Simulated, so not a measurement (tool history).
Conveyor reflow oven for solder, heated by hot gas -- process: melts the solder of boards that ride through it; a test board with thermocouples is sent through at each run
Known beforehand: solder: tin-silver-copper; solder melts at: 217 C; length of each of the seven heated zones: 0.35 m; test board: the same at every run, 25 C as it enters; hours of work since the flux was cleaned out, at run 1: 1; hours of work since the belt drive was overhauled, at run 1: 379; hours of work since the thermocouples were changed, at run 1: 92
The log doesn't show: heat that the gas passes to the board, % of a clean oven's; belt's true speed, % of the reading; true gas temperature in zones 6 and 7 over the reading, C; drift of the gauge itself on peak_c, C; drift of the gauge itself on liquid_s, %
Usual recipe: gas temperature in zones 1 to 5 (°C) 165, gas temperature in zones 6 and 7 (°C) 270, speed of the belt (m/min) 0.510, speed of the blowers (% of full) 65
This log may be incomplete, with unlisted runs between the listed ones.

run,hour,gas temperature in zones 1 to 5 (°C),gas temperature in zones 6 and 7 (°C),speed of the belt (m/min),speed of the blowers (% of full),hours of work since the flux was cleaned out,hours of work since the belt drive was overhauled,hours of work since the thermocouples were changed,highest temperature of the board (°C),time above the solder's melting point (s)
1,0.0,165,270,0.510,65,1,379,92,257.9,65.2
2,89.0,165,270,0.510,65,61,439,152,257.7,64.9
3,172.1,165,270,0.510,65,117,495,207,257.6,64.8
4,251.2,165,271,0.510,65,170,548,261,258.2,64.7
5,338.7,177,270,0.510,65,229,607,320,259.0,69.5
6,404.8,177,270,0.510,65,274,652,364,259.0,70.2
7,476.5,165,280,0.510,65,322,700,413,266.7,70.0
# hour 506.5: belt drive overhauled, speed set with a stopwatch
8,551.5,165,280,0.510,65,370,30,460,265.9,68.5
9,607.6,165,280,0.510,65,408,68,498,266.2,68.0
10,698.8,165,270,0.510,65,469,130,560,257.1,62.4
# hour 741.8: flux residue cleaned out of gas plates and filters
11,761.3,165,270,0.510,65,13,168,598,254.8,61.0
12,809.5,165,270,0.510,65,46,201,631,255.4,61.5
13,852.8,165,270,0.510,65,75,230,660,254.5,60.6
14,939.3,165,270,0.510,65,133,288,718,254.9,60.4
# hour 982.4: flux residue cleaned out of gas plates and filters, once more
15,1008.3,165,270,0.510,65,17,331,761,259.5,65.4
16,1067.3,165,270,0.510,65,57,371,801,259.4,65.5
17,1111.8,159,274,0.419,69,87,401,831,268.5,85.4
18,1158.5,159,276,0.565,57,119,433,863,258.0,54.4
19,1217.1,165,280,0.483,65,158,472,902,270.5,75.7
20,1294.9,165,280,0.483,65,211,524,955,270.4,76.1
21,1389.3,165,266,0.510,69,274,588,1018,256.1,63.9
22,1443.8,154,266,0.557,69,311,625,1055,251.8,51.5
23,1491.9,154,266,0.557,69,343,657,1087,252.2,51.1
24,1575.3,154,266,0.557,69,399,713,1143,251.8,51.5
# hour 1586.5: belt drive overhauled, speed set with a stopwatch
25,1640.6,154,266,0.557,70,441,36,1185,251.3,49.7
# hour 1696.2: thermocouples of zones 6 and 7 changed
# hour 1724.7: flux residue cleaned out of gas plates and filters
26,1728.0,154,266,0.557,70,2,91,18,250.9,50.1
27,1819.0,154,266,0.557,70,64,152,79,251.2,49.9
28,1904.1,165,276,0.510,58,121,209,137,261.0,64.5
29,1978.1,165,276,0.510,58,171,259,187,260.9,65.9
30,2069.6,165,276,0.521,70,232,321,248,263.0,66.6

A few steps of highest temperature of the board (°C) between consecutive runs. Split each: what settings, incoming material and random variation would produce without the hidden state, and what is left over for the hidden state, along with gauge scatter present in only one of the two compared results (measured, and without hidden state):
Run 10 -> 11: flux residue cleaned out of gas plates and filters. highest temperature of the board (°C) -2.3: hidden state -1.8, all else -0.5.
Run 14 -> 15: flux residue cleaned out of gas plates and filters, once more. highest temperature of the board (°C) +4.6: hidden state +4.9, all else -0.3.
Run 17 -> 18: gas temperature in zones 6 and 7 (°C) 274 -> 276, speed of the belt (m/min) 0.419 -> 0.565, speed of the blowers (% of full) 69 -> 57. highest temperature of the board (°C) -10.5: hidden state -0.3, all else -10.2.
Run 18 -> 19: gas temperature in zones 1 to 5 (°C) 159 -> 165, gas temperature in zones 6 and 7 (°C) 276 -> 280, speed of the belt (m/min) 0.565 -> 0.483, speed of the blowers (% of full) 57 -> 65. highest temperature of the board (°C) +12.5: hidden state +0.1, all else +12.4.
Run 20 -> 21: gas temperature in zones 6 and 7 (°C) 280 -> 266, speed of the belt (m/min) 0.483 -> 0.510, speed of the blowers (% of full) 65 -> 69. highest temperature of the board (°C) -14.3: hidden state -0.2, all else -14.1.
Run 24 -> 25: speed of the blowers (% of full) 69 -> 70, belt drive overhauled, speed set with a stopwatch. highest temperature of the board (°C) -0.5: hidden state -0.8, all else +0.3.

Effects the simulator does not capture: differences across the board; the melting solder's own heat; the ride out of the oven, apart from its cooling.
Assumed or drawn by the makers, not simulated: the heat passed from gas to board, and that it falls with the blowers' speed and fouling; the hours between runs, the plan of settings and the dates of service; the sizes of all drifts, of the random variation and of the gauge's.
